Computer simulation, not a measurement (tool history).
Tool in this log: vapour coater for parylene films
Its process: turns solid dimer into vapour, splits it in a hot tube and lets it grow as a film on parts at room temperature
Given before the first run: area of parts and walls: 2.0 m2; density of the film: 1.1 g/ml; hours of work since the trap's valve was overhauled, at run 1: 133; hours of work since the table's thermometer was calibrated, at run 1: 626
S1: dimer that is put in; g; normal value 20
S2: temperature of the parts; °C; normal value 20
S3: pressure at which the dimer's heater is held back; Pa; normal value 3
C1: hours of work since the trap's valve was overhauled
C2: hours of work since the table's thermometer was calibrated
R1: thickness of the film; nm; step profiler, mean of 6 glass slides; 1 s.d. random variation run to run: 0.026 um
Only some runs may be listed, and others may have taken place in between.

run	hour	S1	S2	S3	C1	C2	R1
1	0	20	20	3	133	626	5920
2	16.5	20	20	3	147	641	5900
3	26	20	20	3	155	649	5860
4	43.4	20	20	3	170	664	5870
5	53.3	9	20	3	178	672	2650
6	66.7	9	20	3	190	684	2620
7	85.9	9	20	3	207	700	2650
8	96.2	20	20	2.24	215	709	6000
9	116.8	20	20	2.24	233	727	6070
10	134.8	20	20	3	249	742	5840
11	148.5	20	20	3	260	754	5860
12	157.5	33	20	3	268	762	9570
13	167.3	33	20	3	276	770	9560
14	177.9	33	20	3	286	779	9540
15	191.3	33	20	3	297	791	9600
16	203.5	33	20	3	308	801	9580
17	221.7	20	20	3	323	817	5830
18	236.8	20	20	3	336	830	5780
19	251.8	20	32	3	349	843	4660
20	266.5	20	20	3	362	856	5800
21	284	15	28	3	377	871	3740
22	298.2	23	28	3.04	389	883	5740
# hour 307.1: trap's valve overhauled
23	316	23	28	3.04	8	895	5770
24	334.3	18	28	3.04	23	911	4490
25	353.1	20	20	10.64	40	927	4980
26	371.8	20	20	10.64	56	943	5010
27	384.6	18	20	8.09	67	954	4650
28	396.1	18	20	8.09	77	964	4650
29	413.8	20	20	11.14	92	979	4990
# hour 424.4: gauge calibrated
30	430.8	20	20	11.14	106	993	5090
31	444.1	20	20	11.14	118	1005	5110
32	462.7	13	29	5.23	134	1021	3050
33	478	13	29	5.23	147	1034	3040
34	494.3	13	23	9.45	161	1048	3170
35	505.8	27	25	2.06	171	1058	7540
36	515.6	10	20	11.99	179	1066	2530
37	528.3	8	32	2.03	190	1077	1960
38	538	9	22	5.45	199	1086	2410
39	548.9	17	22	5.45	208	1095	4480
40	557.5	17	22	5.45	215	1102	4460

Describe how what the log doesn't record of the tool's condition differs between the last listed run preceding each entry between runs and the first listed run following it.
Logged between run 22 and run 23: trap's valve overhauled (hour 307.1)
  vapour lost through the trap's worn valve, %: 0.2 -> 0; drift of the gauge itself on film_um, %: -2.01 -> -2.1
  difference, measured minus the result without the unlogged condition, R1: -130 -> -120 nm
Logged between run 29 and run 30: gauge calibrated (hour 424.4)
  drift of the gauge itself on film_um, %: -2.76 -> -0.04
  difference, measured minus the result without the unlogged condition, R1: -140 -> +0 nm
